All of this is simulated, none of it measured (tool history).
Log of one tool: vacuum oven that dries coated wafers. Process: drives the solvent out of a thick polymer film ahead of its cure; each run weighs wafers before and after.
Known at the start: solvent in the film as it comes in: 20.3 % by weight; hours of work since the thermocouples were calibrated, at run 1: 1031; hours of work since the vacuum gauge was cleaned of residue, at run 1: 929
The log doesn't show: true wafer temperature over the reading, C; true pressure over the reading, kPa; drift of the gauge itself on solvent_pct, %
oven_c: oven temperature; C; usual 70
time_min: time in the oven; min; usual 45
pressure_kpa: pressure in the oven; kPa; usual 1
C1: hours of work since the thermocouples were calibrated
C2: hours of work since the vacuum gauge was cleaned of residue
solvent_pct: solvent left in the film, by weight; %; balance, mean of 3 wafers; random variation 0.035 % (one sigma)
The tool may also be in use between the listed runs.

run 1 day=0 | oven_c=70 time_min=45 pressure_kpa=1 | C1=1031 C2=929 | solvent_pct=2.96
run 2 day=1.879 | oven_c=70 time_min=45 pressure_kpa=1 | C1=1061 C2=960 | solvent_pct=2.91
run 3 day=4.079 | oven_c=70 time_min=45 pressure_kpa=1 | C1=1097 C2=996 | solvent_pct=2.91
run 4 day=5.692 | oven_c=74 time_min=45 pressure_kpa=1 | C1=1124 C2=1022 | solvent_pct=2.07
run 5 day=8.638 | oven_c=74 time_min=45 pressure_kpa=1 | C1=1172 C2=1070 | solvent_pct=2.07
run 6 day=11.892 | oven_c=74 time_min=45 pressure_kpa=1 | C1=1225 C2=1123 | solvent_pct=1.96
run 7 day=13.712 | oven_c=74 time_min=45 pressure_kpa=1 | C1=1254 C2=1153 | solvent_pct=1.98
run 8 day=15.896 | oven_c=70 time_min=45 pressure_kpa=1 | C1=1290 C2=1188 | solvent_pct=2.88
run 9 day=19.121 | oven_c=70 time_min=45 pressure_kpa=1 | C1=1342 C2=1241 | solvent_pct=2.88
run 10 day=20.862 | oven_c=70 time_min=45 pressure_kpa=1 | C1=1371 C2=1269 | solvent_pct=2.86
run 11 day=23.408 | oven_c=61 time_min=45 pressure_kpa=1 | C1=1412 C2=1310 | solvent_pct=5.85
run 12 day=25.275 | oven_c=81 time_min=45 pressure_kpa=1 | C1=1442 C2=1341 | solvent_pct=1.19
run 13 day=28.804 | oven_c=70 time_min=45 pressure_kpa=1.05 | C1=1500 C2=1398 | solvent_pct=2.95
run 14 day=30.771 | oven_c=70 time_min=45 pressure_kpa=1.05 | C1=1532 C2=1430 | solvent_pct=2.88
-- day=33.55 oven's thermocouples calibrated
run 15 day=33.925 | oven_c=70 time_min=45 pressure_kpa=1.05 | C1=6 C2=1480 | solvent_pct=3.58
run 16 day=35.883 | oven_c=70 time_min=45 pressure_kpa=1.06 | C1=38 C2=1512 | solvent_pct=3.51
run 17 day=38.846 | oven_c=70 time_min=56 pressure_kpa=1 | C1=86 C2=1560 | solvent_pct=2.76
run 18 day=40.679 | oven_c=70 time_min=45 pressure_kpa=1 | C1=116 C2=1590 | solvent_pct=3.52
run 19 day=43.604 | oven_c=70 time_min=26 pressure_kpa=3.74 | C1=164 C2=1638 | solvent_pct=8.43
run 20 day=45.975 | oven_c=57 time_min=33 pressure_kpa=1.63 | C1=202 C2=1676 | solvent_pct=10.73
-- day=46.95 vacuum gauge cleaned of residue and calibrated
run 21 day=49.388 | oven_c=72 time_min=45 pressure_kpa=1 | C1=257 C2=40 | solvent_pct=2.37
run 22 day=51.417 | oven_c=79 time_min=37 pressure_kpa=1.78 | C1=290 C2=73 | solvent_pct=2.16
run 23 day=52.996 | oven_c=79 time_min=23 pressure_kpa=0.8 | C1=316 C2=98 | solvent_pct=2.99
run 24 day=55.096 | oven_c=60 time_min=23 pressure_kpa=0.8 | C1=350 C2=133 | solvent_pct=9.74
run 25 day=56.633 | oven_c=73 time_min=45 pressure_kpa=0.59 | C1=375 C2=158 | solvent_pct=1.76
run 26 day=59.871 | oven_c=73 time_min=60 pressure_kpa=0.73 | C1=428 C2=210 | solvent_pct=1.21
run 27 day=61.554 | oven_c=73 time_min=60 pressure_kpa=0.73 | C1=455 C2=238 | solvent_pct=1.23
run 28 day=64.8 | oven_c=73 time_min=60 pressure_kpa=0.73 | C1=508 C2=291 | solvent_pct=1.25
run 29 day=66.367 | oven_c=73 time_min=60 pressure_kpa=0.73 | C1=533 C2=316 | solvent_pct=1.27
run 30 day=69.617 | oven_c=73 time_min=60 pressure_kpa=0.73 | C1=586 C2=369 | solvent_pct=1.3
run 31 day=72.212 | oven_c=59 time_min=79 pressure_kpa=1 | C1=629 C2=411 | solvent_pct=4.02
run 32 day=74.046 | oven_c=82 time_min=45 pressure_kpa=1 | C1=658 C2=441 | solvent_pct=0.95
run 33 day=76.8 | oven_c=82 time_min=45 pressure_kpa=1 | C1=703 C2=486 | solvent_pct=0.96
run 34 day=79.296 | oven_c=56 time_min=45 pressure_kpa=1.84 | C1=744 C2=527 | solvent_pct=9.14
run 35 day=82.567 | oven_c=66 time_min=26 pressure_kpa=1 | C1=797 C2=580 | solvent_pct=6.76

Forecast each of these 5 alternatives for the next run:
run A day=85.592 | oven_c=82 time_min=50 pressure_kpa=3.27 | C1=846 C2=629 | solvent_pct=?
run B day=85.592 | oven_c=72 time_min=45 pressure_kpa=1 | C1=846 C2=629 | solvent_pct=?
run C day=85.592 | oven_c=66 time_min=30 pressure_kpa=1 | C1=846 C2=629 | solvent_pct=?
run D day=85.592 | oven_c=66 time_min=24 pressure_kpa=1 | C1=846 C2=629 | solvent_pct=?
run E day=85.592 | oven_c=68 time_min=26 pressure_kpa=2.83 | C1=846 C2=629 | solvent_pct=?

run=A solvent_pct=2.5
run=B solvent_pct=2.27
run=C solvent_pct=5.99
run=D solvent_pct=7.18
run=E solvent_pct=7.81
Without the tool's hidden state the same runs would have given:
run=A solvent_pct=2.61
run=B solvent_pct=2.54
run=C solvent_pct=6.54
run=D solvent_pct=7.73
run=E solvent_pct=8.42
